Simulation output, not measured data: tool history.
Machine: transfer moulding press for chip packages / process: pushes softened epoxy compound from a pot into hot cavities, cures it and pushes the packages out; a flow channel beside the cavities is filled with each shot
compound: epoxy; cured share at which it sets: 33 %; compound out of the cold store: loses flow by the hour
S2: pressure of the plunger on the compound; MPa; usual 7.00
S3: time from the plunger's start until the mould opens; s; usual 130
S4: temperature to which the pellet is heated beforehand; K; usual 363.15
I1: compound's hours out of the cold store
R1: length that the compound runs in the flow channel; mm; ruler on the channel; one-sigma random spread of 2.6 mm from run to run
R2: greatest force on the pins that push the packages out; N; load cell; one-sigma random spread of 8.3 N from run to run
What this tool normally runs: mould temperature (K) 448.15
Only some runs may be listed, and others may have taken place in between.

run 1 day=0.000 | mould_temperature_(K)=448.15 S2=7.00 S3=130 S4=363.15 | I1=35.6 | R1=858 R2=545
run 2 day=1.446 | mould_temperature_(K)=448.15 S2=7.00 S3=130 S4=363.15 | I1=30.9 | R1=876 R2=690
run 3 day=2.442 | mould_temperature_(K)=448.15 S2=7.00 S3=130 S4=363.15 | I1=33.2 | R1=870 R2=732
-- day=4.000 cavities cleaned with cleaning compound and waxed
run 4 day=4.529 | mould_temperature_(K)=448.15 S2=7.00 S3=130 S4=363.15 | I1=11.4 | R1=946 R2=519
-- day=4.917 mould's thermocouples calibrated
run 5 day=6.721 | mould_temperature_(K)=448.15 S2=7.00 S3=130 S4=363.15 | I1=18.0 | R1=914 R2=748
run 6 day=7.838 | mould_temperature_(K)=448.15 S2=7.00 S3=130 S4=363.15 | I1=19.0 | R1=907 R2=788
-- day=8.779 cavities cleaned with cleaning compound and waxed
run 7 day=9.929 | mould_temperature_(K)=448.15 S2=7.00 S3=130 S4=363.15 | I1=24.7 | R1=878 R2=599
-- day=10.733 plunger's sealing rings changed
run 8 day=11.112 | mould_temperature_(K)=455.15 S2=6.03 S3=124 S4=363.15 | I1=45.9 | R1=760 R2=615
run 9 day=12.383 | mould_temperature_(K)=446.15 S2=5.84 S3=135 S4=367.15 | I1=8.3 | R1=910 R2=883
-- day=13.550 cavities cleaned with cleaning compound and waxed
run 10 day=13.867 | mould_temperature_(K)=446.15 S2=5.84 S3=135 S4=367.15 | I1=14.1 | R1=883 R2=523
run 11 day=15.667 | mould_temperature_(K)=446.15 S2=5.84 S3=135 S4=367.15 | I1=37.0 | R1=794 R2=718
-- day=16.208 mould's thermocouples calibrated, once more
run 12 day=16.617 | mould_temperature_(K)=448.15 S2=8.14 S3=115 S4=361.15 | I1=14.9 | R1=1013 R2=928
-- day=18.375 cavities cleaned with cleaning compound and waxed
run 13 day=18.454 | mould_temperature_(K)=445.15 S2=6.98 S3=145 S4=363.15 | I1=23.5 | R1=910 R2=389
run 14 day=19.767 | mould_temperature_(K)=445.15 S2=6.98 S3=145 S4=363.15 | I1=45.9 | R1=826 R2=586

Branching from run 14: 4 alternative next runs. What would each branch give?
run A day=21.375 | mould_temperature_(K)=448.15 S2=7.59 S3=130 S4=353.15 | I1=37.7 | R1=? R2=?
run B day=21.375 | mould_temperature_(K)=445.15 S2=7.08 S3=156 S4=355.15 | I1=33.0 | R1=? R2=?
run C day=21.375 | mould_temperature_(K)=440.15 S2=6.96 S3=130 S4=363.15 | I1=10.8 | R1=? R2=?
run D day=21.375 | mould_temperature_(K)=445.15 S2=8.05 S3=118 S4=364.15 | I1=42.2 | R1=? R2=?

run=A R1=878 R2=723
run=B R1=873 R2=663
run=C R1=978 R2=1248
run=D R1=902 R2=939
Without the tool's unlogged condition, the same runs would have read:
run=A R1=913 R2=369
run=B R1=909 R2=337
run=C R1=1017 R2=635
run=D R1=938 R2=472

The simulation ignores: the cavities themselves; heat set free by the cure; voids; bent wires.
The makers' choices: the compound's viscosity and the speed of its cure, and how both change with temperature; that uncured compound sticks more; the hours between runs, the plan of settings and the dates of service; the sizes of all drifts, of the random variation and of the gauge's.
